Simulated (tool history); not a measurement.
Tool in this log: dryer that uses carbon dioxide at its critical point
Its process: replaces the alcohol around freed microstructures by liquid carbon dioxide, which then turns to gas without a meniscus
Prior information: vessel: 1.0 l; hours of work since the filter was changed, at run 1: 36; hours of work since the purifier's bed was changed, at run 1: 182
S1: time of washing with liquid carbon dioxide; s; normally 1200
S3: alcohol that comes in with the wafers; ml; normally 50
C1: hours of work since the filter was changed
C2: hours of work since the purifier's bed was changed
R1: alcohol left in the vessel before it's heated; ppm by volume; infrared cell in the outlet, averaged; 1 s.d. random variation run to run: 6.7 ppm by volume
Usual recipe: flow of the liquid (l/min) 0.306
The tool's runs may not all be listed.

run 1 hour=0 | S1=1200 flow_of_the_liquid_(l/min)=0.306 S3=50 | C1=36 C2=182 | R1=343
run 2 hour=31.1 | S1=1200 flow_of_the_liquid_(l/min)=0.411 S3=50 | C1=52 C2=198 | R1=71
run 3 hour=57.1 | S1=1200 flow_of_the_liquid_(l/min)=0.306 S3=50 | C1=66 C2=212 | R1=357
run 4 hour=78 | S1=1200 flow_of_the_liquid_(l/min)=0.306 S3=50 | C1=76 C2=222 | R1=369
run 5 hour=100.3 | S1=1200 flow_of_the_liquid_(l/min)=0.186 S3=50 | C1=88 C2=234 | R1=2784
run 6 hour=120.2 | S1=1200 flow_of_the_liquid_(l/min)=0.306 S3=50 | C1=98 C2=244 | R1=393
run 7 hour=153 | S1=1200 flow_of_the_liquid_(l/min)=0.306 S3=50 | C1=115 C2=261 | R1=409
run 8 hour=184.9 | S1=1200 flow_of_the_liquid_(l/min)=0.306 S3=50 | C1=131 C2=277 | R1=421
run 9 hour=206.5 | S1=1200 flow_of_the_liquid_(l/min)=0.306 S3=50 | C1=142 C2=288 | R1=445
run 10 hour=237.6 | S1=1200 flow_of_the_liquid_(l/min)=0.306 S3=50 | C1=158 C2=305 | R1=454
run 11 hour=266.1 | S1=1200 flow_of_the_liquid_(l/min)=0.306 S3=50 | C1=173 C2=319 | R1=485
run 12 hour=293.2 | S1=1200 flow_of_the_liquid_(l/min)=0.306 S3=50 | C1=187 C2=333 | R1=500
run 13 hour=326 | S1=900 flow_of_the_liquid_(l/min)=0.306 S3=50 | C1=204 C2=350 | R1=1592
run 14 hour=343.3 | S1=1200 flow_of_the_liquid_(l/min)=0.306 S3=50 | C1=213 C2=359 | R1=530
run 15 hour=370.3 | S1=1200 flow_of_the_liquid_(l/min)=0.306 S3=50 | C1=227 C2=373 | R1=535
run 16 hour=385.8 | S1=1200 flow_of_the_liquid_(l/min)=0.306 S3=50 | C1=235 C2=381 | R1=567
run 17 hour=411.5 | S1=1200 flow_of_the_liquid_(l/min)=0.306 S3=50 | C1=248 C2=394 | R1=580
run 18 hour=433.5 | S1=1200 flow_of_the_liquid_(l/min)=0.306 S3=50 | C1=259 C2=405 | R1=598
run 19 hour=450.2 | S1=1200 flow_of_the_liquid_(l/min)=0.306 S3=48 | C1=268 C2=414 | R1=577
-- hour=473.5 inlet filter changed
run 20 hour=474.8 | S1=1200 flow_of_the_liquid_(l/min)=0.306 S3=48 | C1=1 C2=426 | R1=313
run 21 hour=502.9 | S1=1200 flow_of_the_liquid_(l/min)=0.306 S3=48 | C1=15 C2=440 | R1=320
run 22 hour=532.2 | S1=1200 flow_of_the_liquid_(l/min)=0.306 S3=48 | C1=30 C2=455 | R1=332
run 23 hour=557 | S1=1320 flow_of_the_liquid_(l/min)=0.281 S3=48 | C1=43 C2=468 | R1=330
run 24 hour=578.2 | S1=1200 flow_of_the_liquid_(l/min)=0.228 S3=104 | C1=54 C2=479 | R1=2796
run 25 hour=592.6 | S1=1200 flow_of_the_liquid_(l/min)=0.19 S3=29 | C1=61 C2=487 | R1=1514
run 26 hour=625.3 | S1=1200 flow_of_the_liquid_(l/min)=0.388 S3=36 | C1=78 C2=503 | R1=79
run 27 hour=649.4 | S1=1020 flow_of_the_liquid_(l/min)=0.204 S3=118 | C1=90 C2=516 | R1=7935
run 28 hour=680.3 | S1=1020 flow_of_the_liquid_(l/min)=0.204 S3=118 | C1=106 C2=532 | R1=8398
run 29 hour=704.8 | S1=900 flow_of_the_liquid_(l/min)=0.258 S3=54 | C1=119 C2=544 | R1=2677
run 30 hour=719.4 | S1=1620 flow_of_the_liquid_(l/min)=0.435 S3=57 | C1=126 C2=552 | R1=36
run 31 hour=745.4 | S1=1620 flow_of_the_liquid_(l/min)=0.435 S3=57 | C1=140 C2=565 | R1=40
run 32 hour=761.2 | S1=1200 flow_of_the_liquid_(l/min)=0.306 S3=32 | C1=148 C2=573 | R1=310
run 33 hour=787.5 | S1=840 flow_of_the_liquid_(l/min)=0.306 S3=31 | C1=161 C2=587 | R1=1172
run 34 hour=811.6 | S1=840 flow_of_the_liquid_(l/min)=0.306 S3=31 | C1=174 C2=599 | R1=1228
run 35 hour=830.7 | S1=1380 flow_of_the_liquid_(l/min)=0.508 S3=23 | C1=184 C2=609 | R1=45
run 36 hour=845.6 | S1=1380 flow_of_the_liquid_(l/min)=0.508 S3=23 | C1=191 C2=617 | R1=41
run 37 hour=871.2 | S1=1380 flow_of_the_liquid_(l/min)=0.508 S3=23 | C1=204 C2=630 | R1=58
run 38 hour=887.7 | S1=1440 flow_of_the_liquid_(l/min)=0.306 S3=50 | C1=213 C2=638 | R1=235
run 39 hour=904.5 | S1=1380 flow_of_the_liquid_(l/min)=0.238 S3=37 | C1=222 C2=647 | R1=689
run 40 hour=920.5 | S1=1320 flow_of_the_liquid_(l/min)=0.186 S3=49 | C1=230 C2=655 | R1=2678
run 41 hour=948 | S1=1200 flow_of_the_liquid_(l/min)=0.213 S3=25 | C1=244 C2=669 | R1=1222

Below are 4 alternative next runs, each starting from the tool's condition after run 41. Predict each:
run A hour=974.6 | S1=1200 flow_of_the_liquid_(l/min)=0.213 S3=45 | C1=258 C2=683 | R1=?
run B hour=974.6 | S1=1080 flow_of_the_liquid_(l/min)=0.213 S3=67 | C1=258 C2=683 | R1=?
run C hour=974.6 | S1=1200 flow_of_the_liquid_(l/min)=0.213 S3=67 | C1=258 C2=683 | R1=?
run D hour=974.6 | S1=1680 flow_of_the_liquid_(l/min)=0.213 S3=27 | C1=258 C2=683 | R1=?

run=A R1=2233
run=B R1=4377
run=C R1=3221
run=D R1=435
What these runs would have given with no unlogged condition in the tool:
run=A R1=1384
run=B R1=2863
run=C R1=2011
run=D R1=214
